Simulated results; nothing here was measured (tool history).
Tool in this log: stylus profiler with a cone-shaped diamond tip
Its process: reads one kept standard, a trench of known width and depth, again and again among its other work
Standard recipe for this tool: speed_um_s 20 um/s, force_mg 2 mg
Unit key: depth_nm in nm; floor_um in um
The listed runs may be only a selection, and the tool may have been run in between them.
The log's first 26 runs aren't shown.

| run | hour | speed_um_s | force_mg | scans with this tip | hours of work since the height scale was calibrated | depth_nm | floor_um |
|---|---|---|---|---|---|---|---|
| 27 | 1431.3 | 21 | 1.39 | 2407 | 324 | 100.74 | 98.44 |
| 28 | 1494.6 | 12 | 1.64 | 2753 | 371 | 100.82 | 98.45 |
| 29 | 1566.4 | 36 | 1.18 | 3144 | 424 | 100.63 | 98.24 |
| 30 | 1601.7 | 36 | 1.18 | 3337 | 450 | 100.76 | 98.2 |
| 31 | 1671.1 | 36 | 1.18 | 3716 | 501 | 100.78 | 98.21 |
| 32 | 1754.8 | 7 | 2.35 | 4173 | 562 | 101.19 | 98.47 |
| 33 | 1837.7 | 21 | 1.66 | 4625 | 623 | 100.68 | 98.37 |
| 34 | 1901.4 | 21 | 1.66 | 4973 | 670 | 100.86 | 98.34 |
| 35 | 1943.3 | 20 | 2 | 5202 | 701 | 100.95 | 98.32 |
| 36 | 2027.3 | 70 | 1.36 | 5660 | 763 | 100.68 | 97.82 |
| 37 | 2093.5 | 73 | 1.87 | 6021 | 812 | 100.78 | 97.87 |
| 38 | 2133.7 | 8 | 3.2 | 6241 | 841 | 101.4 | 98.35 |
| 39 | 2173.9 | 5 | 0.8 | 6460 | 871 | 100.17 | 98.32 |
| 40 | 2252.7 | 20 | 3.23 | 6890 | 929 | 101.35 | 98.26 |
| 41 | 2296.8 | 20 | 3.23 | 7131 | 961 | 101.32 | 98.24 |
| 42 | 2360.7 | 16 | 3.23 | 7480 | 1008 | 101.28 | 98.28 |
| 43 | 2440.2 | 16 | 3.23 | 7913 | 1067 | 101.46 | 98.24 |
| 44 | 2524.2 | 13 | 3.09 | 8372 | 1128 | 101.17 | 98.25 |
| 45 | 2568.6 | 68 | 2.14 | 8614 | 1161 | 100.72 | 97.84 |
| 46 | 2636.8 | 68 | 2.14 | 8986 | 1211 | 100.81 | 97.79 |
| 47 | 2687.9 | 17 | 5.48 | 9265 | 1249 | 101.93 | 98.23 |

3 ways to go on from here, each from the tool as it stands after run 47. What would each give?
| A | 2754.6 | 9 | 5.31 | 9629 | 1298 | ? | ? |
| B | 2754.6 | 73 | 5.78 | 9629 | 1298 | ? | ? |
| C | 2754.6 | 35 | 1.06 | 9629 | 1298 | ? | ? |

| run | depth_nm | floor_um |
|---|---|---|
| A | 101.83 | 98.21 |
| B | 102.24 | 97.94 |
| C | 100.09 | 97.88 |
Had the tool no hidden state, the same runs would have come out as:
| run | depth_nm | floor_um |
|---|---|---|
| A | 102.57 | 98.71 |
| B | 102.98 | 98.44 |
| C | 100.82 | 98.38 |
